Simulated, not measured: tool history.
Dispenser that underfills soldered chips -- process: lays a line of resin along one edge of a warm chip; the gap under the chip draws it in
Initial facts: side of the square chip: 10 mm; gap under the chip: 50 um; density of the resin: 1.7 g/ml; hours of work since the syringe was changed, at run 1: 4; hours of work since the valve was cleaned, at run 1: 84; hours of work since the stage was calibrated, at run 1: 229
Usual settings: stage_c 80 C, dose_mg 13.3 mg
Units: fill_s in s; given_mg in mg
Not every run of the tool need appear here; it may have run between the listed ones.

| run | day | stage_c | dose_mg | hours of work since the syringe was changed | hours of work since the valve was cleaned | hours of work since the stage was calibrated | fill_s | given_mg |
|---|---|---|---|---|---|---|---|---|
| 1 | 0.000 | 80 | 13.3 | 4 | 84 | 229 | 74.6 | 12.49 |
| 2 | 0.296 | 80 | 13.3 | 9 | 89 | 234 | 91.1 | 12.58 |
|  | 0.400 | new syringe of resin |
| 3 | 0.671 | 80 | 13.3 | 5 | 96 | 241 | 79.0 | 12.44 |
| 4 | 0.896 | 80 | 11.4 | 9 | 100 | 246 | 94.6 | 10.59 |
|  | 0.996 | new syringe of resin |
| 5 | 1.288 | 72 | 11.4 | 5 | 107 | 253 | 113.9 | 10.59 |
|  | 1.412 | dispensing valve cleaned and set on the balance |
| 6 | 1.604 | 72 | 11.4 | 11 | 4 | 258 | 130.6 | 11.39 |
|  | 1.654 | new syringe of resin |
| 7 | 1.892 | 72 | 11.4 | 5 | 9 | 263 | 106.5 | 11.41 |
|  | 2.258 | new syringe of resin |
| 8 | 2.258 | 80 | 12.6 | 0 | 15 | 269 | 65.8 | 12.48 |
| 9 | 2.596 | 80 | 12.8 | 6 | 22 | 276 | 83.3 | 12.53 |
| 10 | 2.825 | 76 | 13.3 | 11 | 26 | 280 | 112.7 | 13.08 |
|  | 2.862 | new syringe of resin |
| 11 | 3.200 | 80 | 13.3 | 6 | 33 | 287 | 81.8 | 12.95 |
|  | 3.462 | new syringe of resin |
| 12 | 3.588 | 80 | 16.7 | 2 | 40 | 294 | 70.9 | 16.25 |
| 13 | 3.950 | 80 | 16.7 | 9 | 47 | 301 | 89.1 | 16.23 |
|  | 4.050 | new syringe of resin |
| 14 | 4.158 | 80 | 16.7 | 2 | 50 | 304 | 69.2 | 16.06 |
| 15 | 4.400 | 83 | 13.3 | 7 | 55 | 309 | 74.5 | 12.82 |
|  | 4.650 | new syringe of resin |
| 16 | 4.779 | 83 | 13.3 | 2 | 62 | 316 | 65.0 | 12.80 |
| 17 | 5.083 | 94 | 13.3 | 8 | 67 | 321 | 54.0 | 12.82 |
|  | 5.267 | new syringe of resin |
| 18 | 5.300 | 94 | 13.3 | 1 | 71 | 325 | 42.4 | 12.52 |
| 19 | 5.596 | 94 | 13.3 | 6 | 77 | 331 | 50.3 | 12.57 |
| 20 | 5.812 | 94 | 13.3 | 10 | 81 | 335 | 57.4 | 12.71 |
|  | 5.850 | new syringe of resin |
| 21 | 6.192 | 89 | 16.2 | 6 | 88 | 342 | 60.7 | 15.26 |
|  | 6.438 | new syringe of resin |
| 22 | 6.462 | 85 | 14.1 | 0 | 93 | 347 | 57.4 | 13.09 |
| 23 | 6.675 | 67 | 12.1 | 4 | 96 | 351 | 131.8 | 11.45 |

The next listed run, before its measurement:
| 24 | 6.912 | 67 | 12.1 | 9 | 101 | 355 | ? | ? |

{"run 24": {"fill_s": 156.1, "given_mg": 11.36}}
On a tool with no hidden condition, and with the same random variation, this run would have come out at fill_s 103.9 s, given_mg 12.14 mg.
